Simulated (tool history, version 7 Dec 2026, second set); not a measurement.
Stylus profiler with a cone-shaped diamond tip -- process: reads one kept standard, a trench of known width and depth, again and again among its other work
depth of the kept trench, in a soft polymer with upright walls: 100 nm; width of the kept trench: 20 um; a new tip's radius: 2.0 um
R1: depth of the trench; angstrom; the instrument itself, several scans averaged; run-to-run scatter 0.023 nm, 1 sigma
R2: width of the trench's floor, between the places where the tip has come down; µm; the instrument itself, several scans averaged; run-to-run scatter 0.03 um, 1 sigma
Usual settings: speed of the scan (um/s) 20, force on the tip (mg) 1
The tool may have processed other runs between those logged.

run 1 hour=0 | speed_of_the_scan_(um/s)=20 force_on_the_tip_(mg)=1 | R1=1003.6 R2=18
run 2 hour=72.4 | speed_of_the_scan_(um/s)=6 force_on_the_tip_(mg)=1 | R1=1003.5 R2=18.14
run 3 hour=155.3 | speed_of_the_scan_(um/s)=41 force_on_the_tip_(mg)=1 | R1=1001.2 R2=17.77
run 4 hour=279.8 | speed_of_the_scan_(um/s)=41 force_on_the_tip_(mg)=1 | R1=1001.5 R2=17.74
run 5 hour=352.9 | speed_of_the_scan_(um/s)=41 force_on_the_tip_(mg)=1 | R1=1001.4 R2=17.74
run 6 hour=455.4 | speed_of_the_scan_(um/s)=5 force_on_the_tip_(mg)=1 | R1=1001.6 R2=18.15
run 7 hour=567.2 | speed_of_the_scan_(um/s)=13 force_on_the_tip_(mg)=1 | R1=1006.7 R2=18.66
run 8 hour=633.7 | speed_of_the_scan_(um/s)=71 force_on_the_tip_(mg)=1 | R1=1005.9 R2=18.08
run 9 hour=736.9 | speed_of_the_scan_(um/s)=71 force_on_the_tip_(mg)=1 | R1=1005.6 R2=18.04
run 10 hour=790.9 | speed_of_the_scan_(um/s)=20 force_on_the_tip_(mg)=1 | R1=1005.9 R2=18.48
run 11 hour=845.5 | speed_of_the_scan_(um/s)=20 force_on_the_tip_(mg)=1 | R1=1006.1 R2=18.48
run 12 hour=966.9 | speed_of_the_scan_(um/s)=20 force_on_the_tip_(mg)=1 | R1=1005.9 R2=18.46
run 13 hour=1081.1 | speed_of_the_scan_(um/s)=20 force_on_the_tip_(mg)=1 | R1=1005.4 R2=18.39
run 14 hour=1162.7 | speed_of_the_scan_(um/s)=20 force_on_the_tip_(mg)=1 | R1=1005.4 R2=18.39
run 15 hour=1239.8 | speed_of_the_scan_(um/s)=20 force_on_the_tip_(mg)=1 | R1=1005 R2=18.4
run 16 hour=1351.9 | speed_of_the_scan_(um/s)=20 force_on_the_tip_(mg)=1 | R1=1005.4 R2=18.35
run 17 hour=1468.3 | speed_of_the_scan_(um/s)=20 force_on_the_tip_(mg)=1 | R1=1004.9 R2=18.35
run 18 hour=1529 | speed_of_the_scan_(um/s)=41 force_on_the_tip_(mg)=0.48 | R1=1002.8 R2=17.92
run 19 hour=1641.9 | speed_of_the_scan_(um/s)=17 force_on_the_tip_(mg)=0.37 | R1=1001.7 R2=18.2
run 20 hour=1739.4 | speed_of_the_scan_(um/s)=17 force_on_the_tip_(mg)=0.37 | R1=1001.6 R2=18.15
run 21 hour=1862.3 | speed_of_the_scan_(um/s)=17 force_on_the_tip_(mg)=0.37 | R1=1001.8 R2=18.15
run 22 hour=1928.2 | speed_of_the_scan_(um/s)=6 force_on_the_tip_(mg)=0.81 | R1=1003.8 R2=18.29
run 23 hour=1983.1 | speed_of_the_scan_(um/s)=13 force_on_the_tip_(mg)=2.11 | R1=1008.6 R2=18.24
run 24 hour=2037.8 | speed_of_the_scan_(um/s)=20 force_on_the_tip_(mg)=0.49 | R1=1002.6 R2=18.03
run 25 hour=2091.9 | speed_of_the_scan_(um/s)=13 force_on_the_tip_(mg)=0.96 | R1=1004 R2=18.21
run 26 hour=2160.9 | speed_of_the_scan_(um/s)=13 force_on_the_tip_(mg)=0.96 | R1=1004.2 R2=18.15
run 27 hour=2251.6 | speed_of_the_scan_(um/s)=13 force_on_the_tip_(mg)=1.44 | R1=1006.3 R2=18.19
run 28 hour=2379.1 | speed_of_the_scan_(um/s)=13 force_on_the_tip_(mg)=1.44 | R1=1005.6 R2=18.14
run 29 hour=2477.3 | speed_of_the_scan_(um/s)=54 force_on_the_tip_(mg)=0.45 | R1=1001.3 R2=17.5
run 30 hour=2567.4 | speed_of_the_scan_(um/s)=54 force_on_the_tip_(mg)=0.45 | R1=1001.1 R2=17.41
run 31 hour=2683.4 | speed_of_the_scan_(um/s)=31 force_on_the_tip_(mg)=1.65 | R1=1006.5 R2=17.99
run 32 hour=2757.2 | speed_of_the_scan_(um/s)=56 force_on_the_tip_(mg)=0.98 | R1=1003.4 R2=17.63
run 33 hour=2849.4 | speed_of_the_scan_(um/s)=23 force_on_the_tip_(mg)=2.55 | R1=1008.9 R2=18.1

Not shown: 3 entries that the log had between the listed runs. Between which runs, and how does the tool's hidden state differ before and after?
After run 2, before run 3: height scale calibrated on a step standard (hour 103.5)
  radius of the tip, um: 4.01 -> 4.09; height scale over the true one, %: -0.264 -> -0.457
  what was measured, less what the result would be without the hidden state, R1: -2.7 -> -4.6 angstrom; R2: -0.53 -> -0.55 µm
After run 6, before run 7: new tip fitted, height scale calibrated (hour 539.5)
  radius of the tip, um: 4.39 -> 1.97; height scale over the true one, %: -0.49 -> -0.007
  what was measured, less what the result would be without the hidden state, R1: -4.9 -> -0.1 angstrom; R2: -0.61 -> +0.01 µm
After run 8, before run 9: height scale calibrated on a step standard, once more (hour 669.1)
  radius of the tip, um: 2.03 -> 2.14; height scale over the true one, %: -0.016 -> -0.029
  what was measured, less what the result would be without the hidden state, R1: -0.1 -> -0.3 angstrom; R2: -0.01 -> -0.04 µm
